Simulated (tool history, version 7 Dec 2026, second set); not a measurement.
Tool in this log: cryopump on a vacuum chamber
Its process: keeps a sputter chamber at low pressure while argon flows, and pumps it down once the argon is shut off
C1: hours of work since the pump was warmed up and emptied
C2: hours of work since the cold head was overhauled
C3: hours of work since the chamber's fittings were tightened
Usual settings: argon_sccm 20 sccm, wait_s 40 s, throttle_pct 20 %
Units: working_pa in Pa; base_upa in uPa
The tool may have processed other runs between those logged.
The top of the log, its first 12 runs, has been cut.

{"day": 21.183, "done": "leaking fittings of the chamber tightened, without venting"}
{"run": 13, "day": 21.204, "argon_sccm": 20, "wait_s": 40, "throttle_pct": 20, "C1": 429, "C2": 429, "C3": 0, "working_pa": 0.1896, "base_upa": 4.42}
{"run": 14, "day": 22.829, "argon_sccm": 20, "wait_s": 40, "throttle_pct": 20, "C1": 449, "C2": 449, "C3": 20, "working_pa": 0.19, "base_upa": 4.43}
{"run": 15, "day": 24.158, "argon_sccm": 20, "wait_s": 40, "throttle_pct": 20, "C1": 464, "C2": 464, "C3": 35, "working_pa": 0.1898, "base_upa": 4.62}
{"run": 16, "day": 26.225, "argon_sccm": 20, "wait_s": 40, "throttle_pct": 20, "C1": 489, "C2": 489, "C3": 60, "working_pa": 0.1927, "base_upa": 4.66}
{"run": 17, "day": 28.342, "argon_sccm": 20, "wait_s": 40, "throttle_pct": 20, "C1": 514, "C2": 514, "C3": 85, "working_pa": 0.1911, "base_upa": 4.66}
{"run": 18, "day": 29.696, "argon_sccm": 8, "wait_s": 238, "throttle_pct": 20, "C1": 530, "C2": 530, "C3": 101, "working_pa": 0.0763, "base_upa": 1.64}
{"run": 19, "day": 32.092, "argon_sccm": 8, "wait_s": 238, "throttle_pct": 20, "C1": 559, "C2": 559, "C3": 130, "working_pa": 0.0753, "base_upa": 1.71}
{"run": 20, "day": 34.608, "argon_sccm": 30, "wait_s": 67, "throttle_pct": 38, "C1": 589, "C2": 589, "C3": 160, "working_pa": 0.157, "base_upa": 3.62}
{"run": 21, "day": 37.038, "argon_sccm": 30, "wait_s": 67, "throttle_pct": 38, "C1": 618, "C2": 618, "C3": 188, "working_pa": 0.1578, "base_upa": 3.62}
{"run": 22, "day": 39.35, "argon_sccm": 30, "wait_s": 67, "throttle_pct": 38, "C1": 645, "C2": 645, "C3": 216, "working_pa": 0.1583, "base_upa": 3.85}
{"run": 23, "day": 41.479, "argon_sccm": 30, "wait_s": 67, "throttle_pct": 38, "C1": 670, "C2": 670, "C3": 241, "working_pa": 0.158, "base_upa": 3.92}
{"day": 42.467, "done": "pump warmed up, emptied and cooled again"}
{"run": 24, "day": 43.721, "argon_sccm": 20, "wait_s": 295, "throttle_pct": 20, "C1": 15, "C2": 695, "C3": 265, "working_pa": 0.1859, "base_upa": 1.95}
{"run": 25, "day": 45.533, "argon_sccm": 20, "wait_s": 156, "throttle_pct": 16, "C1": 36, "C2": 716, "C3": 287, "working_pa": 0.2313, "base_upa": 2.5}
{"run": 26, "day": 47.046, "argon_sccm": 20, "wait_s": 40, "throttle_pct": 55, "C1": 54, "C2": 734, "C3": 305, "working_pa": 0.0689, "base_upa": 5.45}
{"run": 27, "day": 48.825, "argon_sccm": 22, "wait_s": 182, "throttle_pct": 55, "C1": 76, "C2": 755, "C3": 326, "working_pa": 0.0754, "base_upa": 2.55}
{"run": 28, "day": 50.883, "argon_sccm": 20, "wait_s": 37, "throttle_pct": 15, "C1": 100, "C2": 780, "C3": 351, "working_pa": 0.2485, "base_upa": 5.87}
{"run": 29, "day": 52.017, "argon_sccm": 16, "wait_s": 20, "throttle_pct": 37, "C1": 114, "C2": 793, "C3": 364, "working_pa": 0.0812, "base_upa": 9.61}
{"run": 30, "day": 53.45, "argon_sccm": 20, "wait_s": 183, "throttle_pct": 20, "C1": 131, "C2": 810, "C3": 381, "working_pa": 0.1859, "base_upa": 2.74}
{"run": 31, "day": 55.333, "argon_sccm": 20, "wait_s": 183, "throttle_pct": 20, "C1": 153, "C2": 833, "C3": 403, "working_pa": 0.1894, "base_upa": 2.83}
{"run": 32, "day": 57.104, "argon_sccm": 11, "wait_s": 40, "throttle_pct": 35, "C1": 174, "C2": 854, "C3": 425, "working_pa": 0.0594, "base_upa": 6.16}
{"run": 33, "day": 58.712, "argon_sccm": 25, "wait_s": 24, "throttle_pct": 34, "C1": 193, "C2": 873, "C3": 444, "working_pa": 0.1387, "base_upa": 8.88}

Consider 3 possible next runs. They are alternatives, not a sequence: every one starts from the tool as it was left by run 33. What does each give?
{"run": "A", "day": 60.017, "argon_sccm": 25, "wait_s": 150, "throttle_pct": 34, "C1": 209, "C2": 888, "C3": 459, "working_pa": "?", "base_upa": "?"}
{"run": "B", "day": 60.017, "argon_sccm": 14, "wait_s": 24, "throttle_pct": 34, "C1": 209, "C2": 888, "C3": 459, "working_pa": "?", "base_upa": "?"}
{"run": "C", "day": 60.017, "argon_sccm": 15, "wait_s": 46, "throttle_pct": 33, "C1": 209, "C2": 888, "C3": 459, "working_pa": "?", "base_upa": "?"}

run=A working_pa=0.1397 base_upa=3.39
run=B working_pa=0.0787 base_upa=8.63
run=C working_pa=0.0869 base_upa=5.6
What these runs would have given with no unlogged condition in the tool:
run=A working_pa=0.1362 base_upa=1.39
run=B working_pa=0.0767 base_upa=6.68
run=C working_pa=0.0848 base_upa=3.65

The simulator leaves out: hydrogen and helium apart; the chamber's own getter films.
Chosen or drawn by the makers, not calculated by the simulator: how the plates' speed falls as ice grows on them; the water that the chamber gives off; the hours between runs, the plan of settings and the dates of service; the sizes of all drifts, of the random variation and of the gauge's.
